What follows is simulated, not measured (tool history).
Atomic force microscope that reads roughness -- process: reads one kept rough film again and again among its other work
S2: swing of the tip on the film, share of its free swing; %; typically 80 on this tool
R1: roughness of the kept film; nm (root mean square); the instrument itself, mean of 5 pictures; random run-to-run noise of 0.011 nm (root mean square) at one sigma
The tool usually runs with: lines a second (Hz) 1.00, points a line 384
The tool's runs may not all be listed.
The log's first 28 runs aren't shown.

Run 29, hour 1252.5: usual settings but S2 61 %. Result: R1 2.611 nm (root mean square).
Run 30, hour 1281.6: usual settings but S2 61 %. Result: R1 2.548 nm (root mean square).
At hour 1303.5: new tip fitted.
Run 31, hour 1342.0: usual settings but lines a second (Hz) 2.05, S2 67 %. Result: R1 2.511 nm (root mean square).
At hour 1393.1: new tip fitted.
Run 32, hour 1395.4: usual settings but lines a second (Hz) 1.18, S2 78 %, points a line 1002. Result: R1 2.639 nm (root mean square).
Run 33, hour 1426.9: usual settings but lines a second (Hz) 1.13, S2 61 %. Result: R1 2.597 nm (root mean square).
Run 34, hour 1456.5: usual settings but lines a second (Hz) 1.13, S2 61 %. Result: R1 2.528 nm (root mean square).
At hour 1482.7: new tip fitted.
Run 35, hour 1486.0: usual settings but lines a second (Hz) 3.69, S2 89 %, points a line 681. Result: R1 2.222 nm (root mean square).
Run 36, hour 1537.0: usual settings but lines a second (Hz) 0.93, S2 78 %, points a line 528. Result: R1 2.532 nm (root mean square).
Run 37, hour 1568.7: usual settings but lines a second (Hz) 2.77, S2 89 %, points a line 514. Result: R1 2.123 nm (root mean square).
At hour 1572.3: new tip fitted.
Run 38, hour 1615.8: usual settings but lines a second (Hz) 2.77, S2 89 %, points a line 514. Result: R1 2.223 nm (root mean square).
Run 39, hour 1646.0: usual settings but lines a second (Hz) 1.43, S2 83 %, points a line 509. Result: R1 2.370 nm (root mean square).
At hour 1660.8: new tip fitted.
Run 40, hour 1675.9: usual settings but lines a second (Hz) 1.86, points a line 706. Result: R1 2.536 nm (root mean square).
Run 41, hour 1720.8: usual settings but lines a second (Hz) 1.86, points a line 706. Result: R1 2.408 nm (root mean square).
At hour 1750.0: new tip fitted.
Run 42, hour 1776.6: usual settings but lines a second (Hz) 0.88, points a line 838. Result: R1 2.595 nm (root mean square).
Run 43, hour 1806.6: usual settings but lines a second (Hz) 1.04, S2 87 %. Result: R1 2.410 nm (root mean square).

Branching from run 43: 3 alternative next runs. What would each branch give?
At hour 1836.5: new tip fitted.
Run A, hour 1855.2: usual settings but lines a second (Hz) 1.81, S2 89 %, points a line 970. Result: R1 ?.
At hour 1836.5: new tip fitted.
Run B, hour 1855.2: usual settings but lines a second (Hz) 0.99, points a line 310. Result: R1 ?.
At hour 1836.5: new tip fitted.
Run C, hour 1855.2: usual settings but lines a second (Hz) 0.96, S2 59 %, points a line 263. Result: R1 ?.

run     R1
  A  2.421
  B  2.597
  C  2.643
With no hidden state in the tool, these same runs would have given:
run     R1
  A  2.445
  B  2.623
  C  2.669
